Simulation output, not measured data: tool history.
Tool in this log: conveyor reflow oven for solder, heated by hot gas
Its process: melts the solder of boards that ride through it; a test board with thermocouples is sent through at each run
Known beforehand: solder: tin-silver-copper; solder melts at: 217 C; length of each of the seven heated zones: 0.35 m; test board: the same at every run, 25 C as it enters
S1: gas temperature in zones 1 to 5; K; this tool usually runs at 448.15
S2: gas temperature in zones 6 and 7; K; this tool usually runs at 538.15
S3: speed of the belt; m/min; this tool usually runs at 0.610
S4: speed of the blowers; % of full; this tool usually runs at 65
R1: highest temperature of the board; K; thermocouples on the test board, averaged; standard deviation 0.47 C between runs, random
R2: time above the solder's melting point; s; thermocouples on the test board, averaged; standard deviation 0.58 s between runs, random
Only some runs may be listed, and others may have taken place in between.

run 1 hour=0.0 | S1=448.15 S2=538.15 S3=0.610 S4=65 | R1=516.65 R2=45.0
-- hour=13.8 thermocouples of zones 6 and 7 changed
run 2 hour=43.6 | S1=448.15 S2=538.15 S3=0.610 S4=65 | R1=518.65 R2=46.8
run 3 hour=88.4 | S1=448.15 S2=538.15 S3=0.610 S4=65 | R1=518.15 R2=46.4
run 4 hour=142.7 | S1=448.15 S2=538.15 S3=0.610 S4=65 | R1=517.05 R2=45.5
-- hour=177.7 belt drive overhauled, speed set with a stopwatch
run 5 hour=177.7 | S1=448.15 S2=538.15 S3=0.610 S4=65 | R1=517.65 R2=44.5
run 6 hour=215.6 | S1=450.15 S2=538.15 S3=0.610 S4=65 | R1=517.65 R2=44.8
-- hour=238.0 flux residue cleaned out of gas plates and filters
run 7 hour=270.9 | S1=450.15 S2=538.15 S3=0.610 S4=65 | R1=520.85 R2=48.6
run 8 hour=341.6 | S1=450.15 S2=538.15 S3=0.610 S4=65 | R1=519.55 R2=49.0
run 9 hour=370.5 | S1=448.15 S2=549.15 S3=0.610 S4=66 | R1=529.35 R2=53.1
run 10 hour=419.8 | S1=448.15 S2=538.15 S3=0.712 S4=65 | R1=513.55 R2=35.3
run 11 hour=474.2 | S1=456.15 S2=541.15 S3=0.621 S4=54 | R1=518.75 R2=47.5
run 12 hour=532.6 | S1=456.15 S2=540.15 S3=0.712 S4=65 | R1=516.45 R2=38.6
run 13 hour=590.6 | S1=456.15 S2=540.15 S3=0.712 S4=65 | R1=515.65 R2=37.8
run 14 hour=630.6 | S1=457.15 S2=533.15 S3=0.512 S4=86 | R1=523.05 R2=65.2

Each row is a separate what-if for the run after 14, all from the same tool condition, not one after another. Results?
run A hour=686.9 | S1=448.15 S2=546.15 S3=0.610 S4=65 | R1=? R2=?
run B hour=686.9 | S1=457.15 S2=535.15 S3=0.512 S4=86 | R1=? R2=?
run C hour=686.9 | S1=448.15 S2=538.15 S3=0.539 S4=65 | R1=? R2=?
run D hour=686.9 | S1=440.15 S2=538.15 S3=0.610 S4=59 | R1=? R2=?

run=A R1=523.85 R2=49.0
run=B R1=524.95 R2=66.4
run=C R1=521.65 R2=55.1
run=D R1=513.15 R2=38.2
With the hidden condition removed and each run's random variation left untouched, the same runs would have given:
run=A R1=528.15 R2=52.4
run=B R1=528.05 R2=68.9
run=C R1=525.25 R2=58.5
run=D R1=517.35 R2=42.8

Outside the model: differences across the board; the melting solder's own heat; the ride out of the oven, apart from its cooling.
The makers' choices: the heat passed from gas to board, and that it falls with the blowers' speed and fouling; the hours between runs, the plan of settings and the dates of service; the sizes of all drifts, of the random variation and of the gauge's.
